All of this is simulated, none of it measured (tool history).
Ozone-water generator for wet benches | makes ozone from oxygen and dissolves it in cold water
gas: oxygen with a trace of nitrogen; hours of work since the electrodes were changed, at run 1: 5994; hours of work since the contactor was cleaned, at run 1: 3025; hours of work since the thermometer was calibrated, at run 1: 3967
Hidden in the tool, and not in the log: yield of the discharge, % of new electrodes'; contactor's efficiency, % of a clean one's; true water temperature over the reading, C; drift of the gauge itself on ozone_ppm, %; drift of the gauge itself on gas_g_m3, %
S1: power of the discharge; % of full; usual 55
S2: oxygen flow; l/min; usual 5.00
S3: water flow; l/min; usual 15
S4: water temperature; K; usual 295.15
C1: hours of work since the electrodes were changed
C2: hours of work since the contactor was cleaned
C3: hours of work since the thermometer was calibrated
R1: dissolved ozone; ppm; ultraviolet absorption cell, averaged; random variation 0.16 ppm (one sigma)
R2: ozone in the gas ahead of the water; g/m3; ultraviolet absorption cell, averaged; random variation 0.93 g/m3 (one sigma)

run	hour	S1	S2	S3	S4	C1	C2	C3	R1	R2
1	0.0	55	5.00	15	295.15	5994	3025	3967	19.9	155.8
2	124.1	55	5.00	15	298.15	6117	3148	4090	18.9	156.3
3	309.6	55	5.00	15	295.15	6301	3332	4274	20.0	156.3
4	469.1	55	7.96	15	295.15	6459	3490	4432	20.7	133.7
5	655.5	55	7.96	15	295.15	6644	3675	4617	20.7	133.9
6	823.2	55	5.00	15	295.15	6810	3841	4783	19.8	157.0
7	966.6	55	5.00	15	295.15	6952	3984	4925	19.7	156.2
8	1119.8	55	5.00	15	295.15	7104	4136	5077	20.2	155.3
9	1246.9	55	5.00	15	295.15	7230	4262	5203	19.8	156.1
10	1323.3	55	5.00	15	296.15	7306	4337	5279	19.6	155.2
11	1509.7	55	5.00	15	295.15	7491	4522	5464	19.9	156.6
12	1677.0	55	5.00	15	295.15	7657	4688	5630	19.9	154.8
# hour 1846.4: water thermometer calibrated
13	1862.3	55	5.00	15	295.15	7840	4871	16	20.0	155.1
14	1962.4	70	5.00	15	303.15	7939	4971	115	20.7	187.5
15	2053.8	55	5.33	15	295.15	8030	5061	206	20.2	152.5
16	2189.6	55	5.00	9	297.15	8164	5196	340	25.7	155.6
17	2329.5	55	5.00	9	297.15	8303	5335	479	25.7	155.3
18	2447.3	55	5.00	9	297.15	8420	5451	596	25.7	154.9

The next listed run, before its measurement:
19	2612.2	55	5.00	9	297.15	8583	5615	759	?	?

{"run 19": {"R1": 25.6, "R2": 156.6}}
Without the tool's hidden state the same run would have given R1 25.6 ppm, R2 156.8 g/m3.
